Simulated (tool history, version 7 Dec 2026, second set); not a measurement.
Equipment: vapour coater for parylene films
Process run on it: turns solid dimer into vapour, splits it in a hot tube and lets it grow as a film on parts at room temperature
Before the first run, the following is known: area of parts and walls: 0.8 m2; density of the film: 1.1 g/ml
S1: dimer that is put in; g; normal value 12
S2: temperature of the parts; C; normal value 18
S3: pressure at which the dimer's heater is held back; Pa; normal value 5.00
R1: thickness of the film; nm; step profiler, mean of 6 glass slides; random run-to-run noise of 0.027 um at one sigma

run,hour,S1,S2,S3,R1
1,0.0,12,18,5.00,7280
2,20.2,12,18,5.00,7210
3,30.5,5,18,5.00,3010
4,50.3,5,18,5.00,3010
5,62.3,12,18,2.01,8270
6,81.8,12,18,2.01,8260
7,91.8,12,18,2.01,8260
8,102.4,12,18,2.01,8230
9,123.1,12,18,5.00,7220
10,145.2,12,18,5.00,7170
11,165.1,12,18,5.00,7150
12,184.0,9,21,2.57,5500
13,199.9,20,18,8.21,11090
14,217.1,12,11,5.00,8340
15,228.5,12,10,5.00,8530
16,248.5,12,10,5.00,8560
17,269.8,12,18,5.88,6870
18,290.6,12,18,5.88,6930
19,311.1,12,23,9.96,5690
20,329.3,16,10,2.57,12420
21,340.5,12,23,6.70,6030

Here are 4 independent what-if runs from the current tool condition. What would each one return?
A,355.5,9,23,6.70,?
B,355.5,12,27,2.01,?
C,355.5,12,13,7.87,?
D,355.5,13,14,6.70,?

run,R1
A,4490
B,6590
C,7370
D,7990
The same runs, with their run-to-run variation unchanged, on a tool lacking any hidden condition would have given:
run,R1
A,4660
B,6830
C,7650
D,8280
